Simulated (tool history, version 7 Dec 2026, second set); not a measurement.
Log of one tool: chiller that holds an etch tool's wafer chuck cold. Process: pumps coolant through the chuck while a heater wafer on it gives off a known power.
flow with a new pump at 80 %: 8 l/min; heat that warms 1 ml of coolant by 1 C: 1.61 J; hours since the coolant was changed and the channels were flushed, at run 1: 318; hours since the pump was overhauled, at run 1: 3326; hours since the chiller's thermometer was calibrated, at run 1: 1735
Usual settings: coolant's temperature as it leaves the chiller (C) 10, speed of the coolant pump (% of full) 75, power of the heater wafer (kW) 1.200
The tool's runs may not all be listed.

run,hour,coolant's temperature as it leaves the chiller (C),speed of the coolant pump (% of full),power of the heater wafer (kW),hours since the coolant was changed and the channels were flushed,hours since the pump was overhauled,hours since the chiller's thermometer was calibrated,chuck's temperature once it has settled (C),how much warmer the coolant comes back (C)
1,0.0,10,75,1.200,318,3326,1735,23.4,6.54
2,50.3,10,75,1.200,368,3376,1785,23.5,6.69
3,146.0,10,75,1.200,464,3472,1881,23.3,6.67
4,195.5,10,75,1.200,513,3521,1930,23.4,6.66
5,294.3,10,77,1.200,612,3620,2029,23.2,6.46
6,372.3,10,75,1.200,690,3698,2107,23.5,6.73
7,472.0,10,75,1.200,790,3798,2207,23.4,6.74
8,541.2,10,75,1.200,859,3867,2276,23.5,6.70
9,614.7,10,75,1.200,932,3940,2350,23.5,6.74
10,685.5,10,75,1.200,1003,4011,2420,23.5,6.74
# hour 717.7: chiller's thermometer calibrated
11,765.7,10,75,1.200,1082,4090,48,24.0,6.80
12,853.5,10,75,1.200,1170,4178,136,24.0,6.84
13,914.8,10,75,1.200,1232,4240,197,24.2,6.73
14,1010.1,10,75,1.200,1327,4335,292,24.0,6.85
15,1092.2,10,75,1.200,1409,4417,375,24.2,6.90
16,1142.2,19,75,1.200,1459,4467,424,33.0,6.85
17,1223.3,7,64,0.724,1540,4548,506,16.3,4.87
18,1307.0,7,64,0.724,1624,4632,589,16.4,4.81
19,1379.4,16,89,1.682,1696,4704,662,34.0,8.25
20,1469.6,10,75,0.673,1786,4794,752,18.0,3.88
21,1566.3,10,75,0.673,1883,4891,849,18.1,3.95

The next listed run, before its measurement:
22,1655.6,10,75,0.673,1972,4980,938,?,?

chuck's temperature once it has settled (C): 18.2
how much warmer the coolant comes back (C): 3.93
Without the tool's hidden state the same run would have given chuck's temperature once it has settled (C) 17.2, how much warmer the coolant comes back (C) 3.34.

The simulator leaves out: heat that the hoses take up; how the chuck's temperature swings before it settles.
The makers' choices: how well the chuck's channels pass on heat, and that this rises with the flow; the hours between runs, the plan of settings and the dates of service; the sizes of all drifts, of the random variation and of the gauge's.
